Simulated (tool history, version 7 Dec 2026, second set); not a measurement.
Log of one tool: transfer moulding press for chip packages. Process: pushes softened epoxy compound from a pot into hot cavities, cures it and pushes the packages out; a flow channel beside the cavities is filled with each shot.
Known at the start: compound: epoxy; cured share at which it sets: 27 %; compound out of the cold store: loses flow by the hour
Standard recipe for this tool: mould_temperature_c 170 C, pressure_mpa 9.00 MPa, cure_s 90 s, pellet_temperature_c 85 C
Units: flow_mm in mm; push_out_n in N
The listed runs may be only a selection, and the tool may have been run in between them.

run,day,mould_temperature_c,pressure_mpa,cure_s,pellet_temperature_c,incoming compound's hours out of the cold store,flow_mm,push_out_n
1,0.000,170,9.00,90,85,39.7,619,821
# day 0.471: cavities cleaned with cleaning compound and waxed
2,0.550,170,9.22,90,85,39.2,626,484
3,1.129,170,9.22,90,85,25.3,662,564
4,1.592,170,9.22,90,85,25.5,665,610
5,2.000,170,9.00,90,85,25.9,655,675
6,2.362,170,9.00,90,85,13.2,692,715
7,2.829,170,9.00,90,85,42.4,600,737
8,3.338,170,9.00,90,85,41.2,608,763
# day 3.454: mould's thermocouples calibrated
9,3.975,166,8.55,128,83,24.7,646,691
10,4.629,166,8.55,128,83,18.5,665,687
# day 4.950: mould's thermocouples calibrated, once more
11,5.233,166,8.55,128,83,34.1,615,741
# day 5.333: cavities cleaned with cleaning compound and waxed
12,5.596,166,8.55,128,83,31.7,622,444
13,6.133,166,10.00,128,86,20.1,709,506
14,6.733,165,9.56,71,81,12.6,720,1574

Branching from run 14: 5 alternative next runs. What would each branch give?
# day 7.154: plunger's sealing rings changed
A,7.296,165,9.56,71,85,20.3,?,?
# day 7.154: plunger's sealing rings changed
B,7.296,165,10.90,90,85,12.9,?,?
# day 7.154: plunger's sealing rings changed
C,7.296,165,10.20,71,81,27.8,?,?
# day 7.154: plunger's sealing rings changed
D,7.296,165,9.56,71,86,38.1,?,?
# day 7.154: plunger's sealing rings changed
E,7.296,174,8.50,90,85,19.4,?,?

run,flow_mm,push_out_n
A,748,1603
B,821,1011
C,740,1537
D,682,1472
E,670,594
What these runs would have given with no unlogged condition in the tool:
run,flow_mm,push_out_n
A,750,1080
B,823,679
C,742,1037
D,684,991
E,672,397
